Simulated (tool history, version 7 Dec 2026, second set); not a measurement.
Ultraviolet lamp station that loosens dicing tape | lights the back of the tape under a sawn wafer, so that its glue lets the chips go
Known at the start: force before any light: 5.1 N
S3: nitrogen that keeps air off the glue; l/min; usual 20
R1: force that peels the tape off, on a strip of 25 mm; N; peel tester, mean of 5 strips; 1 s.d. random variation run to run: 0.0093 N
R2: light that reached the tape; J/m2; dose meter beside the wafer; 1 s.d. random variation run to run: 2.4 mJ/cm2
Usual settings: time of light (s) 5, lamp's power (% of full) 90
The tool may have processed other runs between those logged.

Run 1, hour 0.0: usual settings. Result: R1 0.563 N, R2 2250 J/m2.
Run 2, hour 74.6: usual settings. Result: R1 0.594 N, R2 2160 J/m2.
At hour 121.8: window cleaned of glue's vapour.
Run 3, hour 126.5: usual settings but lamp's power (% of full) 64. Result: R1 0.992 N, R2 1660 J/m2.
Run 4, hour 176.1: usual settings but lamp's power (% of full) 64, S3 14 l/min. Result: R1 1.143 N, R2 1600 J/m2.
Run 5, hour 213.5: usual settings but S3 29 l/min. Result: R1 0.479 N, R2 2170 J/m2.
Run 6, hour 253.9: usual settings but time of light (s) 3. Result: R1 1.312 N, R2 1280 J/m2.
Run 7, hour 340.7: usual settings but time of light (s) 3. Result: R1 1.350 N, R2 1230 J/m2.
Run 8, hour 391.2: usual settings. Result: R1 0.680 N, R2 2040 J/m2.
At hour 433.6: window cleaned of glue's vapour.
Run 9, hour 455.1: usual settings. Result: R1 0.636 N, R2 2130 J/m2.
Run 10, hour 495.1: usual settings but S3 28 l/min. Result: R1 0.537 N, R2 2100 J/m2.
Run 11, hour 551.0: usual settings but S3 10 l/min. Result: R1 0.918 N, R2 2040 J/m2.
Run 12, hour 631.1: usual settings but lamp's power (% of full) 95. Result: R1 0.647 N, R2 2090 J/m2.
At hour 646.9: lamp changed.
Run 13, hour 667.5: usual settings but lamp's power (% of full) 95, S3 7 l/min. Result: R1 0.771 N, R2 2630 J/m2.
Run 14, hour 711.3: usual settings. Result: R1 0.462 N, R2 2470 J/m2.
At hour 745.1: window cleaned of glue's vapour.
Run 15, hour 779.7: usual settings but S3 8 l/min. Result: R1 0.754 N, R2 2580 J/m2.
Run 16, hour 862.4: usual settings. Result: R1 0.440 N, R2 2540 J/m2.
Run 17, hour 934.9: usual settings. Result: R1 0.473 N, R2 2440 J/m2.
Run 18, hour 986.3: usual settings but lamp's power (% of full) 78. Result: R1 0.622 N, R2 2090 J/m2.
At hour 1054.2: window cleaned of glue's vapour.
Run 19, hour 1066.9: usual settings. Result: R1 0.436 N, R2 2540 J/m2.
Run 20, hour 1146.2: usual settings. Result: R1 0.484 N, R2 2460 J/m2.
Run 21, hour 1208.7: usual settings. Result: R1 0.533 N, R2 2430 J/m2.
Run 22, hour 1262.4: usual settings but lamp's power (% of full) 71. Result: R1 0.782 N, R2 1830 J/m2.
Run 23, hour 1344.5: usual settings but lamp's power (% of full) 87, S3 19 l/min. Result: R1 0.595 N, R2 2160 J/m2.
At hour 1365.3: window cleaned of glue's vapour.
Run 24, hour 1426.0: usual settings but lamp's power (% of full) 87, S3 19 l/min. Result: R1 0.554 N, R2 2310 J/m2.
Run 25, hour 1512.3: usual settings but time of light (s) 2, S3 36 l/min. Result: R1 1.699 N, R2 910 J/m2.
Run 26, hour 1557.7: usual settings but time of light (s) 6. Result: R1 0.401 N, R2 2680 J/m2.
Run 27, hour 1625.9: usual settings but time of light (s) 6. Result: R1 0.441 N, R2 2570 J/m2.
At hour 1675.9: window cleaned of glue's vapour.
Run 28, hour 1710.8: usual settings but time of light (s) 6. Result: R1 0.406 N, R2 2710 J/m2.
Run 29, hour 1793.7: usual settings but lamp's power (% of full) 86, S3 24 l/min. Result: R1 0.595 N, R2 2080 J/m2.
Run 30, hour 1866.9: usual settings but time of light (s) 4, lamp's power (% of full) 86, S3 38 l/min. Result: R1 0.716 N, R2 1590 J/m2.
Run 31, hour 1918.1: usual settings but time of light (s) 4, lamp's power (% of full) 86, S3 38 l/min. Result: R1 0.756 N, R2 1560 J/m2.
Run 32, hour 1974.7: usual settings but time of light (s) 3, S3 21 l/min. Result: R1 1.388 N, R2 1180 J/m2.
At hour 1987.5: window cleaned of glue's vapour.
Run 33, hour 2061.1: usual settings but time of light (s) 3, S3 21 l/min. Result: R1 1.337 N, R2 1250 J/m2.
Run 34, hour 2121.7: usual settings but time of light (s) 3, lamp's power (% of full) 63, S3 7 l/min. Result: R1 2.693 N, R2 860 J/m2.
Run 35, hour 2193.4: usual settings but time of light (s) 7, S3 26 l/min. Result: R1 0.354 N, R2 2740 J/m2.
At hour 2216.7: lamp changed.
Run 36, hour 2274.3: usual settings but time of light (s) 3, lamp's power (% of full) 67, S3 21 l/min. Result: R1 1.520 N, R2 1100 J/m2.
At hour 2297.1: window cleaned of glue's vapour.
Run 37, hour 2336.3: usual settings but time of light (s) 9, lamp's power (% of full) 88, S3 21 l/min. Result: R1 0.198 N, R2 4650 J/m2.
Run 38, hour 2377.7: usual settings but time of light (s) 9, lamp's power (% of full) 88, S3 21 l/min. Result: R1 0.209 N, R2 4570 J/m2.
Run 39, hour 2421.3: usual settings but time of light (s) 6, lamp's power (% of full) 73, S3 21 l/min. Result: R1 0.463 N, R2 2480 J/m2.
Run 40, hour 2493.3: usual settings but time of light (s) 2. Result: R1 1.714 N, R2 1000 J/m2.
Run 41, hour 2571.0: usual settings but time of light (s) 2. Result: R1 1.799 N, R2 960 J/m2.
At hour 2604.5: window cleaned of glue's vapour.
Run 42, hour 2628.7: usual settings but time of light (s) 2. Result: R1 1.694 N, R2 1020 J/m2.
Run 43, hour 2664.9: usual settings but time of light (s) 9, lamp's power (% of full) 67. Result: R1 0.290 N, R2 3350 J/m2.
Run 44, hour 2717.5: usual settings but time of light (s) 3, lamp's power (% of full) 63, S3 22 l/min. Result: R1 1.708 N, R2 1060 J/m2.

The logged runs with the hidden state left out (each run's random variation unchanged):
Hidden state at play: lamp's light, % of a new lamp's; light that the window lets through, % of a clean one's; drift of the gauge itself on peel_n, %; drift of the gauge itself on dose_mj_cm2, %.
run     R1    R2
  1  0.383  2800
  2  0.380  2780
  3  0.732  2000
  4  0.834  1980
  5  0.326  2730
  6  0.929  1640
  7  0.911  1640
  8  0.396  2770
  9  0.409  2750
 10  0.334  2760
 11  0.565  2740
 12  0.360  2910
 13  0.677  2840
 14  0.390  2730
 15  0.694  2710
 16  0.379  2770
 17  0.386  2740
 18  0.490  2390
 19  0.377  2760
 20  0.394  2760
 21  0.416  2800
 22  0.592  2170
 23  0.417  2650
 24  0.418  2700
 25  1.352  1100
 26  0.281  3310
 27  0.295  3280
 28  0.293  3300
 29  0.397  2620
 30  0.456  2090
 31  0.456  2090
 32  0.901  1630
 33  0.903  1650
 34  2.147  1170
 35  0.225  3870
 36  1.337  1220
 37  0.194  4830
 38  0.203  4820
 39  0.409  2670
 40  1.538  1100
 41  1.563  1100
 42  1.556  1110
 43  0.257  3690
 44  1.496  1190
